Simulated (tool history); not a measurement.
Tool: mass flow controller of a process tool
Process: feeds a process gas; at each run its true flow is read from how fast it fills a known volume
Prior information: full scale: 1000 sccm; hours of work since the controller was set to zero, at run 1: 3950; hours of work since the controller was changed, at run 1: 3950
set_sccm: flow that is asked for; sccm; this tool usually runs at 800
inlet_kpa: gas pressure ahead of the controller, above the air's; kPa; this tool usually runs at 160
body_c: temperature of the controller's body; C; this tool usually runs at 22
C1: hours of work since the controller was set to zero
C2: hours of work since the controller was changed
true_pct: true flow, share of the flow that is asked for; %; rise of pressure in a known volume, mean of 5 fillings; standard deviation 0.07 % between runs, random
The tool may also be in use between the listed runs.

run 1 hour=0 | set_sccm=800 inlet_kpa=160 body_c=22 | C1=3950 C2=3950 | true_pct=99.13
run 2 hour=232.2 | set_sccm=800 inlet_kpa=160 body_c=22 | C1=4105 C2=4105 | true_pct=98.87
run 3 hour=385.4 | set_sccm=800 inlet_kpa=160 body_c=22 | C1=4207 C2=4207 | true_pct=99.01
run 4 hour=609.4 | set_sccm=243 inlet_kpa=160 body_c=22 | C1=4356 C2=4356 | true_pct=97.12
run 5 hour=704.2 | set_sccm=243 inlet_kpa=160 body_c=22 | C1=4419 C2=4419 | true_pct=97.06
run 6 hour=911.7 | set_sccm=800 inlet_kpa=160 body_c=22 | C1=4558 C2=4558 | true_pct=98.89
run 7 hour=1047.1 | set_sccm=800 inlet_kpa=160 body_c=22 | C1=4648 C2=4648 | true_pct=98.83
run 8 hour=1154.6 | set_sccm=800 inlet_kpa=160 body_c=22 | C1=4719 C2=4719 | true_pct=98.82
run 9 hour=1369 | set_sccm=564 inlet_kpa=160 body_c=36 | C1=4862 C2=4862 | true_pct=97.67
run 10 hour=1593.3 | set_sccm=800 inlet_kpa=141 body_c=24 | C1=5012 C2=5012 | true_pct=98.54
run 11 hour=1749.1 | set_sccm=800 inlet_kpa=141 body_c=24 | C1=5116 C2=5116 | true_pct=98.49
run 12 hour=1924.3 | set_sccm=800 inlet_kpa=141 body_c=24 | C1=5232 C2=5232 | true_pct=98.61
run 13 hour=2154 | set_sccm=800 inlet_kpa=141 body_c=24 | C1=5385 C2=5385 | true_pct=98.41
run 14 hour=2270.1 | set_sccm=812 inlet_kpa=164 body_c=28 | C1=5463 C2=5463 | true_pct=98.47
run 15 hour=2378.7 | set_sccm=356 inlet_kpa=171 body_c=33 | C1=5535 C2=5535 | true_pct=96.99
run 16 hour=2520.4 | set_sccm=335 inlet_kpa=171 body_c=33 | C1=5630 C2=5630 | true_pct=96.81

Table of differences, measured result less the result of that run with no hidden state. Run-to-run variation is the same in both. Gauge scatter possibly is not:
Hidden state at play: flow at rest that the sensor doesn't see, % of full scale; true flow over the shown one, %; drift of the gauge itself on true_pct, %.
run=1 true_pct=+0
run=2 true_pct=-0.05
run=3 true_pct=-0.08
run=4 true_pct=-0.13
run=5 true_pct=-0.15
run=6 true_pct=-0.17
run=7 true_pct=-0.2
run=8 true_pct=-0.23
run=9 true_pct=-0.26
run=10 true_pct=-0.3
run=11 true_pct=-0.34
run=12 true_pct=-0.37
run=13 true_pct=-0.41
run=14 true_pct=-0.43
run=15 true_pct=-0.46
run=16 true_pct=-0.48
